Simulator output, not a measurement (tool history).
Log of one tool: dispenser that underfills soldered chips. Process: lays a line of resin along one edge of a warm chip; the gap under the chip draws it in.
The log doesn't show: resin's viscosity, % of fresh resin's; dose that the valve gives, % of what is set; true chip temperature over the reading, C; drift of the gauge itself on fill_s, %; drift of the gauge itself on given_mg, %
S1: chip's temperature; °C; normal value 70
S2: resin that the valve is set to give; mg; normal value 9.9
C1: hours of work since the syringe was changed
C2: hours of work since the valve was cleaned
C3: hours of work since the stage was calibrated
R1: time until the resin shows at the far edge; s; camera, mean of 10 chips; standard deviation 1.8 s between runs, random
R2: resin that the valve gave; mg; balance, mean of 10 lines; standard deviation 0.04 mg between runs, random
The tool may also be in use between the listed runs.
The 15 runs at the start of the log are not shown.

run	day	S1	S2	C1	C2	C3	R1	R2
16	5.354	70	9.9	9	15	215	282.8	9.74
# day 5.396: new syringe of resin
17	5.546	70	9.9	3	18	219	201.8	9.74
# day 5.921: new syringe of resin
18	5.967	70	9.9	1	26	226	179.8	9.7
19	6.192	70	9.9	5	30	231	229.5	9.72
20	6.383	60	11.06	9	34	234	401.7	10.68
# day 6.45: new syringe of resin
21	6.683	69	10.44	4	39	239	231.2	10.13
# day 6.971: new syringe of resin
22	7.025	85	9.9	1	45	246	107.2	9.47
23	7.25	83	8.44	5	50	250	149.2	8.07
# day 7.496: new syringe of resin
24	7.604	77	10.09	2	56	256	155	9.59
25	7.792	77	10.09	6	59	260	186.6	9.63
# day 8.004: new syringe of resin
26	8.133	77	10.09	2	66	266	157.1	9.49
27	8.471	77	10.09	9	72	272	216.9	9.46
# day 8.533: new syringe of resin
28	8.775	77	10.09	4	77	278	172	9.43
# day 9.042: new syringe of resin
29	9.112	72	10.2	1	84	284	175.8	9.44
30	9.304	72	10.2	5	87	287	209.1	9.52
31	9.521	60	9.9	9	91	291	411.7	9.17
# day 9.567: new syringe of resin
# day 9.646: dispensing valve cleaned and set on the balance
32	9.812	67	10.02	4	3	296	237.5	9.98
# day 10.112: new syringe of resin
33	10.146	80	9.38	1	9	302	129.9	9.29

For run 34, what comes out?
34	10.417	70	9.18	6	14	307	?	?

{"run 34": {"R1": 245.5, "R2": 9.07}}
Take away the tool's hidden state, keep the run-to-run variation as it was, and the same run would have given R1 183.7 s, R2 9.17 mg.
